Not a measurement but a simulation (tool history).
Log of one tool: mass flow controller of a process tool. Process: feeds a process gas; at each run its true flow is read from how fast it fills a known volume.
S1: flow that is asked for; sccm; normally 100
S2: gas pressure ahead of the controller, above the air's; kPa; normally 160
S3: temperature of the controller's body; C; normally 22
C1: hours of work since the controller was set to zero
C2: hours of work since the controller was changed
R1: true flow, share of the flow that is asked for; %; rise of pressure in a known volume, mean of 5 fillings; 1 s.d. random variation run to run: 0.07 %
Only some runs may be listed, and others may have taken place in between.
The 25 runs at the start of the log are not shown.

Run 26, day 95.688: usual settings but S1 139 sccm, S2 247 kPa, S3 30 C; C1 1825; C2 1825. Result: R1 100.59 %.
Run 27, day 99.083: usual settings but S1 25 sccm, S2 179 kPa, S3 25 C; C1 1859; C2 1859. Result: R1 99.91 %.
Run 28, day 104.550: usual settings but S2 181 kPa; C1 1913; C2 1913. Result: R1 98.95 %.
Run 29, day 107.896: usual settings but S1 149 sccm, S2 171 kPa, S3 25 C; C1 1946; C2 1946. Result: R1 99.66 %.
Run 30, day 112.842: usual settings but S1 55 sccm; C1 1995; C2 1995. Result: R1 98.75 %.
Run 31, day 117.688: usual settings but S1 35 sccm, S2 202 kPa, S3 34 C; C1 2042; C2 2042. Result: R1 100.68 %.
Run 32, day 121.612: usual settings but S3 24 C; C1 2081; C2 2081. Result: R1 99.01 %.
Run 33, day 125.550: usual settings but S3 24 C; C1 2120; C2 2120. Result: R1 98.92 %.
Run 34, day 130.150: usual settings but S3 24 C; C1 2165; C2 2165. Result: R1 99.24 %.
Run 35, day 135.229: usual settings but S1 22 sccm; C1 2215; C2 2215. Result: R1 100.12 %.
Run 36, day 139.583: usual settings but S1 22 sccm; C1 2258; C2 2258. Result: R1 100.11 %.

What if the next run were any one of these 4? Each begins from the tool's condition after run 36:
Run A, day 143.729: usual settings but S1 72 sccm, S2 189 kPa, S3 27 C; C1 2299; C2 2299. Result: R1 ?.
Run B, day 143.729: usual settings but S1 22 sccm, S2 155 kPa; C1 2299; C2 2299. Result: R1 ?.
Run C, day 143.729: usual settings but S1 179 sccm, S2 274 kPa; C1 2299; C2 2299. Result: R1 ?.
Run D, day 143.729: usual settings but S2 233 kPa, S3 32 C; C1 2299; C2 2299. Result: R1 ?.

run      R1
  A   99.58
  B  100.26
  C  100.58
  D  100.43
Without the tool's unlogged condition, the same runs would have read:
run      R1
  A   98.57
  B   97.27
  C  100.09
  D   99.67
